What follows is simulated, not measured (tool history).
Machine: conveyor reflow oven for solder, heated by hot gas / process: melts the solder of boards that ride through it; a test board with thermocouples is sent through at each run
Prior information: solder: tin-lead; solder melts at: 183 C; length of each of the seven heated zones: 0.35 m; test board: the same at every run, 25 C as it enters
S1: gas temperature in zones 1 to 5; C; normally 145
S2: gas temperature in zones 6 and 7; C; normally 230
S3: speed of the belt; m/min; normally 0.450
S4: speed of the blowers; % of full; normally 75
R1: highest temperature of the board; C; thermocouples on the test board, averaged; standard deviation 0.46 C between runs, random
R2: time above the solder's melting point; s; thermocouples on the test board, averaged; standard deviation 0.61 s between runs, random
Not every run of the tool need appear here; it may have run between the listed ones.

Run 1, day 0.000: usual settings. Result: R1 217.4 C, R2 73.5 s.
Run 2, day 0.454: usual settings. Result: R1 216.9 C, R2 73.9 s.
Run 3, day 0.871: usual settings but S1 140 C. Result: R1 215.9 C, R2 71.0 s.
Run 4, day 1.258: usual settings. Result: R1 216.5 C, R2 74.3 s.
Run 5, day 1.554: usual settings. Result: R1 216.7 C, R2 73.8 s.
Run 6, day 2.129: usual settings. Result: R1 216.9 C, R2 72.6 s.
Run 7, day 2.458: usual settings. Result: R1 217.0 C, R2 73.8 s.
Run 8, day 2.896: usual settings. Result: R1 217.5 C, R2 73.5 s.
Run 9, day 3.321: usual settings but S2 235 C. Result: R1 220.7 C, R2 77.3 s.
Run 10, day 3.817: usual settings but S2 235 C. Result: R1 221.3 C, R2 76.5 s.
Run 11, day 4.096: usual settings. Result: R1 216.3 C, R2 73.6 s.
Run 12, day 4.508: usual settings. Result: R1 216.4 C, R2 73.3 s.
Run 13, day 5.112: usual settings. Result: R1 216.9 C, R2 73.2 s.
Run 14, day 5.667: usual settings. Result: R1 216.3 C, R2 73.7 s.
Run 15, day 5.908: usual settings. Result: R1 216.5 C, R2 73.1 s.
Run 16, day 6.250: usual settings but S3 0.437 m/min, S4 67 % of full. Result: R1 216.2 C, R2 75.0 s.
Run 17, day 6.938: usual settings but S2 222 C, S3 0.516 m/min, S4 77 % of full. Result: R1 205.9 C, R2 52.5 s.
Run 18, day 7.271: usual settings but S3 0.444 m/min, S4 61 % of full. Result: R1 214.4 C, R2 70.5 s.
Run 19, day 7.783: usual settings but S3 0.444 m/min, S4 61 % of full. Result: R1 214.2 C, R2 71.0 s.
Run 20, day 8.329: usual settings but S2 235 C. Result: R1 220.4 C, R2 76.0 s.
Run 21, day 8.900: usual settings but S2 235 C. Result: R1 220.5 C, R2 75.1 s.
Run 22, day 9.354: usual settings but S1 141 C, S2 222 C, S3 0.440 m/min, S4 84 % of full. Result: R1 210.8 C, R2 67.8 s.
Run 23, day 9.650: usual settings but S1 141 C, S2 222 C, S3 0.440 m/min, S4 84 % of full. Result: R1 209.9 C, R2 66.9 s.
Run 24, day 10.167: usual settings but S1 141 C, S2 222 C, S3 0.440 m/min, S4 84 % of full. Result: R1 210.2 C, R2 66.8 s.
Run 25, day 10.462: usual settings but S1 141 C, S2 222 C, S3 0.440 m/min, S4 84 % of full. Result: R1 209.4 C, R2 65.8 s.
Run 26, day 11.029: usual settings but S1 147 C, S2 222 C, S3 0.466 m/min, S4 59 % of full. Result: R1 204.9 C, R2 59.0 s.
Run 27, day 11.412: usual settings but S1 147 C, S2 222 C, S3 0.466 m/min, S4 59 % of full. Result: R1 205.6 C, R2 59.7 s.
Run 28, day 11.917: usual settings but S1 139 C, S2 244 C, S4 70 % of full. Result: R1 225.7 C, R2 77.9 s.
Run 29, day 12.367: usual settings but S1 139 C, S2 244 C, S3 0.378 m/min, S4 67 % of full. Result: R1 230.6 C, R2 96.8 s.
Run 30, day 12.729: usual settings but S1 139 C, S2 244 C, S3 0.378 m/min, S4 67 % of full. Result: R1 230.8 C, R2 97.6 s.

Not shown here: 2 entries made in the log between runs. Locate each between two listed runs and compare the hidden state at the listed run before it with the hidden state at the listed run after it:
In the gap between runs 12 and 13: belt drive overhauled, speed set with a stopwatch (day 4.704)
  heat that the gas passes to the board, % of a clean oven's: 92.6 -> 92.5; belt's true speed, % of the reading: 99.86 -> 99.79; true gas temperature in zones 6 and 7 over the reading, C: -0.73 -> -0.76
  measured result minus the result with no hidden state, R1: -2.1 -> -2.2 C; R2: -2.2 -> -2.2 s
In the gap between runs 16 and 17: belt drive overhauled, speed set with a stopwatch, once more (day 6.625)
  heat that the gas passes to the board, % of a clean oven's: 92 -> 91.8; belt's true speed, % of the reading: 99.77 -> 100.1; true gas temperature in zones 6 and 7 over the reading, C: -0.82 -> -0.85
  measured result minus the result with no hidden state, R1: -2.3 -> -2.6 C; R2: -2.3 -> -3.7 s
